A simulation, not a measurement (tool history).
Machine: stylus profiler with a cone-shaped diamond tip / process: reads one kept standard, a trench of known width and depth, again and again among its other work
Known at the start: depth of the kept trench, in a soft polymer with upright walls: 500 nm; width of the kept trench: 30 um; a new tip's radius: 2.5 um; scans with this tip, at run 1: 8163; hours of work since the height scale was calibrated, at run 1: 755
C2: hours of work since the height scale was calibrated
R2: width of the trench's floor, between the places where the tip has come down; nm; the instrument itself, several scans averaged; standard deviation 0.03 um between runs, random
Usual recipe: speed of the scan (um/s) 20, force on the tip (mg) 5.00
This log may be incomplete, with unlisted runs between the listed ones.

{"run": 1, "hour": 0.0, "speed of the scan (um/s)": 20, "force on the tip (mg)": 5.0, "scans with this tip": 8163, "C2": 755, "depth of the trench (Å)": 5078.2, "R2": 26380}
{"run": 2, "hour": 28.3, "speed of the scan (um/s)": 20, "force on the tip (mg)": 5.0, "scans with this tip": 8363, "C2": 774, "depth of the trench (Å)": 5075.9, "R2": 26370}
{"run": 3, "hour": 49.3, "speed of the scan (um/s)": 20, "force on the tip (mg)": 5.0, "scans with this tip": 8512, "C2": 788, "depth of the trench (Å)": 5076.9, "R2": 26390}
{"run": 4, "hour": 95.3, "speed of the scan (um/s)": 20, "force on the tip (mg)": 5.0, "scans with this tip": 8838, "C2": 818, "depth of the trench (Å)": 5077.3, "R2": 26400}
{"run": 5, "hour": 114.2, "speed of the scan (um/s)": 20, "force on the tip (mg)": 5.0, "scans with this tip": 8972, "C2": 830, "depth of the trench (Å)": 5076.4, "R2": 26320}
{"run": 6, "hour": 150.1, "speed of the scan (um/s)": 20, "force on the tip (mg)": 5.0, "scans with this tip": 9226, "C2": 854, "depth of the trench (Å)": 5075.3, "R2": 26330}
{"run": 7, "hour": 175.9, "speed of the scan (um/s)": 20, "force on the tip (mg)": 5.0, "scans with this tip": 9409, "C2": 871, "depth of the trench (Å)": 5073.1, "R2": 26340}
{"run": 8, "hour": 200.6, "speed of the scan (um/s)": 20, "force on the tip (mg)": 5.0, "scans with this tip": 9584, "C2": 887, "depth of the trench (Å)": 5072.7, "R2": 26260}
{"run": 9, "hour": 230.2, "speed of the scan (um/s)": 20, "force on the tip (mg)": 5.0, "scans with this tip": 9794, "C2": 906, "depth of the trench (Å)": 5076.5, "R2": 26290}
{"run": 10, "hour": 270.3, "speed of the scan (um/s)": 20, "force on the tip (mg)": 5.0, "scans with this tip": 10078, "C2": 933, "depth of the trench (Å)": 5071.9, "R2": 26310}
{"run": 11, "hour": 296.3, "speed of the scan (um/s)": 20, "force on the tip (mg)": 5.0, "scans with this tip": 10262, "C2": 950, "depth of the trench (Å)": 5072.7, "R2": 26260}

Expected results for the next run?
{"run": 12, "hour": 333.0, "speed of the scan (um/s)": 20, "force on the tip (mg)": 4.31, "scans with this tip": 10522, "C2": 974, "depth of the trench (Å)": "?", "R2": "?"}

Run 12 came out at depth of the trench (Å) 5063.5, R2 26250 nm.
On a tool with no hidden condition, and with the same random variation, this run would have come out at depth of the trench (Å) 5082.6, R2 26960 nm.
